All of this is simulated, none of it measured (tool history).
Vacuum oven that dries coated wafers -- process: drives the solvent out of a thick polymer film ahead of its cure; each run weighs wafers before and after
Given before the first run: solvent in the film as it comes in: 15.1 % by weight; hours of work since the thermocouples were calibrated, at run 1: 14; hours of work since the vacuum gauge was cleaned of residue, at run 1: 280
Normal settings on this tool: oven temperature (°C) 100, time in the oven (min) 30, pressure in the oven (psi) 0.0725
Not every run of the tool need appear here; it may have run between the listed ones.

| run | hour | oven temperature (°C) | time in the oven (min) | pressure in the oven (psi) | hours of work since the thermocouples were calibrated | hours of work since the vacuum gauge was cleaned of residue | solvent left in the film (%) |
|---|---|---|---|---|---|---|---|
| 1 | 0.0 | 100 | 30 | 0.0725 | 14 | 280 | 0.874 |
| 2 | 9.6 | 111 | 30 | 0.0725 | 18 | 285 | 0.282 |
| 3 | 14.9 | 111 | 47 | 0.0725 | 21 | 288 | 0.276 |
| 4 | 26.3 | 111 | 47 | 0.0725 | 27 | 293 | 0.266 |
| 5 | 33.9 | 100 | 30 | 0.0725 | 31 | 297 | 0.894 |
| 6 | 41.1 | 100 | 30 | 0.0725 | 34 | 301 | 0.888 |
| 7 | 46.9 | 100 | 30 | 0.0725 | 37 | 303 | 0.900 |
| 8 | 53.6 | 88 | 30 | 0.0725 | 40 | 307 | 3.775 |
| 9 | 62.1 | 100 | 27 | 0.0725 | 45 | 311 | 1.080 |
| 10 | 70.1 | 100 | 30 | 0.0725 | 49 | 315 | 0.884 |
| 11 | 80.3 | 100 | 30 | 0.0725 | 54 | 320 | 0.897 |
| 12 | 90.0 | 100 | 26 | 0.0725 | 58 | 325 | 1.147 |
| 13 | 100.4 | 100 | 26 | 0.0725 | 64 | 330 | 1.142 |
| 14 | 112.4 | 100 | 26 | 0.0725 | 70 | 336 | 1.145 |
| 15 | 121.9 | 100 | 26 | 0.0725 | 74 | 341 | 1.142 |
| 16 | 133.9 | 100 | 38 | 0.0725 | 80 | 347 | 0.624 |
| 17 | 146.5 | 100 | 41 | 0.0725 | 87 | 353 | 0.570 |
| 18 | 152.7 | 100 | 30 | 0.0476 | 90 | 356 | 0.778 |
| 19 | 160.2 | 96 | 30 | 0.0725 | 93 | 360 | 1.552 |
| 20 | 171.2 | 100 | 30 | 0.0725 | 99 | 365 | 0.894 |
| 21 | 180.9 | 100 | 30 | 0.1769 | 104 | 370 | 1.338 |
|  | 183.7 | oven's thermocouples calibrated |
| 22 | 188.6 | 100 | 30 | 0.1769 | 2 | 373 | 1.305 |
| 23 | 196.9 | 100 | 30 | 0.0725 | 7 | 377 | 0.877 |
| 24 | 203.1 | 100 | 20 | 0.0725 | 10 | 380 | 1.773 |
|  | 208.8 | oven's thermocouples calibrated, once more |
| 25 | 214.4 | 100 | 20 | 0.0725 | 3 | 385 | 1.929 |
| 26 | 219.9 | 100 | 36 | 0.2193 | 6 | 388 | 1.348 |
| 27 | 230.0 | 100 | 36 | 0.2193 | 11 | 393 | 1.375 |
| 28 | 239.6 | 100 | 36 | 0.2193 | 15 | 397 | 1.348 |
| 29 | 247.3 | 100 | 36 | 0.2193 | 19 | 401 | 1.354 |
| 30 | 254.1 | 94 | 53 | 0.1575 | 23 | 405 | 1.356 |
| 31 | 266.8 | 94 | 53 | 0.1575 | 29 | 411 | 1.338 |
| 32 | 277.5 | 94 | 53 | 0.1575 | 34 | 416 | 1.339 |
| 33 | 284.4 | 87 | 53 | 0.2345 | 38 | 420 | 3.182 |
| 34 | 291.6 | 87 | 53 | 0.2345 | 41 | 423 | 3.184 |
| 35 | 298.0 | 114 | 30 | 0.0725 | 44 | 426 | 0.280 |
| 36 | 310.2 | 90 | 53 | 0.0725 | 50 | 433 | 1.475 |
| 37 | 320.1 | 90 | 53 | 0.0725 | 55 | 437 | 1.455 |
| 38 | 329.7 | 90 | 53 | 0.0725 | 60 | 442 | 1.465 |
| 39 | 335.2 | 90 | 53 | 0.0725 | 63 | 445 | 1.475 |
| 40 | 347.9 | 95 | 15 | 0.0725 | 69 | 451 | 4.502 |
| 41 | 355.1 | 111 | 29 | 0.2489 | 73 | 455 | 0.858 |
| 42 | 366.8 | 88 | 36 | 0.0561 | 79 | 461 | 3.090 |
| 43 | 375.8 | 88 | 18 | 0.0561 | 83 | 465 | 6.008 |
| 44 | 382.1 | 98 | 26 | 0.0561 | 86 | 468 | 1.542 |
| 45 | 393.9 | 98 | 26 | 0.0561 | 92 | 474 | 1.538 |
| 46 | 400.3 | 98 | 26 | 0.0561 | 95 | 477 | 1.540 |

Across each entry between runs, compare the hidden state at the last listed run before it with the hidden state at the first listed run after it:
Runs 21 to 22: oven's thermocouples calibrated (hour 183.7)
  true wafer temperature over the reading, C: 0.47 -> 0.65; true pressure over the reading, kPa: 0.168 -> 0.169
  what was measured, less what the result would be without the hidden state, solvent left in the film (%): +0.038 -> +0.015
Runs 24 to 25: oven's thermocouples calibrated, once more (hour 208.8)
  true wafer temperature over the reading, C: 0.66 -> 0.04; true pressure over the reading, kPa: 0.172 -> 0.174
  what was measured, less what the result would be without the hidden state, solvent left in the film (%): -0.053 -> +0.091

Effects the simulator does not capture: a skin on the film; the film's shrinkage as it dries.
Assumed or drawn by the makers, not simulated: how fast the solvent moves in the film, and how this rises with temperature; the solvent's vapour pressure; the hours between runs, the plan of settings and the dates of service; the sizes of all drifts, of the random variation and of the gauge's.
